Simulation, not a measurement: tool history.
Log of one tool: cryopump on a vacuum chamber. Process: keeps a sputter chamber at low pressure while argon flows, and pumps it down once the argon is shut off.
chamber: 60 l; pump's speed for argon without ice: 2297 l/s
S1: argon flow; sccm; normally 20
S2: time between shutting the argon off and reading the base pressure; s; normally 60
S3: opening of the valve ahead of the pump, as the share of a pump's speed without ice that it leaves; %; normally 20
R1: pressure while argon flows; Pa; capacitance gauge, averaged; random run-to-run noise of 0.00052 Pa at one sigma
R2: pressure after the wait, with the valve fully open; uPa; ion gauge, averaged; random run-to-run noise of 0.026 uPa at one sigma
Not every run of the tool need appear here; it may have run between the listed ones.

run,hour,S1,S2,S3,R1,R2
1,0,20,60,20,0.0772,2.75
# hour 38.4: leaking fittings of the chamber tightened, without venting
2,62,30,60,20,0.1163,1.18
3,111,29,60,20,0.112,1.2
4,170,29,60,23,0.0984,1.23
# hour 220.2: pump warmed up, emptied and cooled again
5,266.1,20,85,20,0.0738,1.01
6,339.8,20,67,20,0.0742,1.22
7,443.1,20,60,20,0.0748,1.44
8,489.7,20,60,44,0.0353,1.5
9,542.7,20,60,44,0.0358,1.52
10,606.5,20,60,44,0.0349,1.59
11,709.1,20,60,44,0.0361,1.69
12,804.7,20,60,44,0.0364,1.73
13,893.7,20,60,44,0.0355,1.78
14,946.2,33,60,20,0.124,1.88
15,997.6,33,60,20,0.1259,1.93
16,1074.9,33,60,17,0.1474,1.96
17,1133,19,60,20,0.0727,2.03
18,1229.8,12,140,20,0.0451,1.53
19,1285.8,12,277,25,0.0371,1.43
20,1356.7,12,99,25,0.0374,1.91
21,1450.4,12,125,20,0.047,1.86
22,1503.8,34,24,20,0.1314,3.97
23,1599.1,34,21,21,0.1266,4.45
24,1678.4,20,266,20,0.0774,1.84
# hour 1700.9: pump warmed up, emptied and cooled again
25,1766,20,266,20,0.0748,1.66
26,1825.4,20,266,20,0.0742,1.67
27,1917.1,20,60,21,0.0719,2.51
# hour 1924.1: leaking fittings of the chamber tightened, without venting
28,1998.7,20,60,21,0.0717,1.16
29,2044.7,12,21,20,0.0455,3.2
30,2135,27,222,33,0.0629,0.6
31,2211.5,16,106,42,0.0301,0.95
32,2301.8,16,106,42,0.0294,1.04
33,2388.2,16,106,42,0.0297,1.08

A few steps of R1 between consecutive runs. Split each: what settings, incoming material and random variation would produce without the hidden state, and what is left over for the hidden state, along with gauge scatter present in only one of the two compared results (measured, and without hidden state):
The hidden state here: pump's speed, % of a pump's without ice; cold plate's temperature, K; leak into the chamber, uPa l/s; drift of the gauge itself on working_pa, %; drift of the gauge itself on base_upa, %.
Run 4 -> 5: S1 29 -> 20, S2 60 -> 85, S3 23 -> 20, pump warmed up, emptied and cooled again. R1 -0.0246 Pa: hidden state -0.0047, all else -0.0199.
Run 13 -> 14: S1 20 -> 33, S3 44 -> 20. R1 +0.0885 Pa: hidden state +0.0015, all else +0.087.
Run 16 -> 17: S1 33 -> 19, S3 17 -> 20. R1 -0.0747 Pa: hidden state -0.0016, all else -0.0731.
Run 21 -> 22: S1 12 -> 34, S2 125 -> 24. R1 +0.0844 Pa: hidden state +0.0041, all else +0.0803.
Run 24 -> 25: pump warmed up, emptied and cooled again. R1 -0.0026 Pa: hidden state -0.0032, all else +0.0006.

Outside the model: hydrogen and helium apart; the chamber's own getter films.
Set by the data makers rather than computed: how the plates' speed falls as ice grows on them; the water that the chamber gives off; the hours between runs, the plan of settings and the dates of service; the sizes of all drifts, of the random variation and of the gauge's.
